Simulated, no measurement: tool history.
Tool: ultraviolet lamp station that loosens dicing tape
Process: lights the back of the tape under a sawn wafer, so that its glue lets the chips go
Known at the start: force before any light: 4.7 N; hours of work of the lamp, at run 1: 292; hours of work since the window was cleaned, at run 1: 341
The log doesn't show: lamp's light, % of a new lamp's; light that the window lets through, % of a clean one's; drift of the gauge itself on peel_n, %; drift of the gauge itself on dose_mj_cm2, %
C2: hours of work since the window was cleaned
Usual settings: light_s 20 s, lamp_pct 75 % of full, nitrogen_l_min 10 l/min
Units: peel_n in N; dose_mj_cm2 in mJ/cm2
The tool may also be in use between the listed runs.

run 1 day=0 | light_s=20 lamp_pct=75 nitrogen_l_min=10 | hours_of_work_of_the_lamp=292 C2=341 | peel_n=0.388 dose_mj_cm2=342
-- day=0.396 window cleaned of glue's vapour
run 2 day=2.65 | light_s=20 lamp_pct=75 nitrogen_l_min=10 | hours_of_work_of_the_lamp=329 C2=32 | peel_n=0.338 dose_mj_cm2=366
run 3 day=4.546 | light_s=20 lamp_pct=75 nitrogen_l_min=10 | hours_of_work_of_the_lamp=356 C2=58 | peel_n=0.366 dose_mj_cm2=360
run 4 day=6.388 | light_s=20 lamp_pct=75 nitrogen_l_min=10 | hours_of_work_of_the_lamp=381 C2=84 | peel_n=0.348 dose_mj_cm2=356
run 5 day=8.462 | light_s=20 lamp_pct=75 nitrogen_l_min=10 | hours_of_work_of_the_lamp=411 C2=114 | peel_n=0.369 dose_mj_cm2=346
run 6 day=10.625 | light_s=20 lamp_pct=86 nitrogen_l_min=10 | hours_of_work_of_the_lamp=441 C2=144 | peel_n=0.271 dose_mj_cm2=394
run 7 day=11.938 | light_s=20 lamp_pct=86 nitrogen_l_min=10 | hours_of_work_of_the_lamp=460 C2=163 | peel_n=0.29 dose_mj_cm2=400
run 8 day=13.604 | light_s=28 lamp_pct=86 nitrogen_l_min=9 | hours_of_work_of_the_lamp=483 C2=186 | peel_n=0.138 dose_mj_cm2=543
run 9 day=16.146 | light_s=28 lamp_pct=86 nitrogen_l_min=9 | hours_of_work_of_the_lamp=519 C2=222 | peel_n=0.142 dose_mj_cm2=537
run 10 day=18.242 | light_s=35 lamp_pct=76 nitrogen_l_min=3 | hours_of_work_of_the_lamp=549 C2=252 | peel_n=0.307 dose_mj_cm2=577
run 11 day=19.679 | light_s=24 lamp_pct=98 nitrogen_l_min=10 | hours_of_work_of_the_lamp=569 C2=272 | peel_n=0.15 dose_mj_cm2=514
run 12 day=20.838 | light_s=12 lamp_pct=98 nitrogen_l_min=5 | hours_of_work_of_the_lamp=585 C2=288 | peel_n=1.084 dose_mj_cm2=257
run 13 day=23.467 | light_s=14 lamp_pct=75 nitrogen_l_min=10 | hours_of_work_of_the_lamp=622 C2=325 | peel_n=0.892 dose_mj_cm2=223
-- day=24.892 window cleaned of glue's vapour
run 14 day=25.142 | light_s=14 lamp_pct=75 nitrogen_l_min=16 | hours_of_work_of_the_lamp=646 C2=4 | peel_n=0.62 dose_mj_cm2=238

The same runs without the tool's hidden state, with the same run-to-run variation:
run=1 peel_n=0.278 dose_mj_cm2=397
run=2 peel_n=0.271 dose_mj_cm2=402
run=3 peel_n=0.287 dose_mj_cm2=400
run=4 peel_n=0.263 dose_mj_cm2=400
run=5 peel_n=0.272 dose_mj_cm2=394
run=6 peel_n=0.191 dose_mj_cm2=455
run=7 peel_n=0.203 dose_mj_cm2=465
run=8 peel_n=0.098 dose_mj_cm2=639
run=9 peel_n=0.097 dose_mj_cm2=643
run=10 peel_n=0.197 dose_mj_cm2=700
run=11 peel_n=0.1 dose_mj_cm2=628
run=12 peel_n=0.777 dose_mj_cm2=316
run=13 peel_n=0.597 dose_mj_cm2=279
run=14 peel_n=0.446 dose_mj_cm2=280
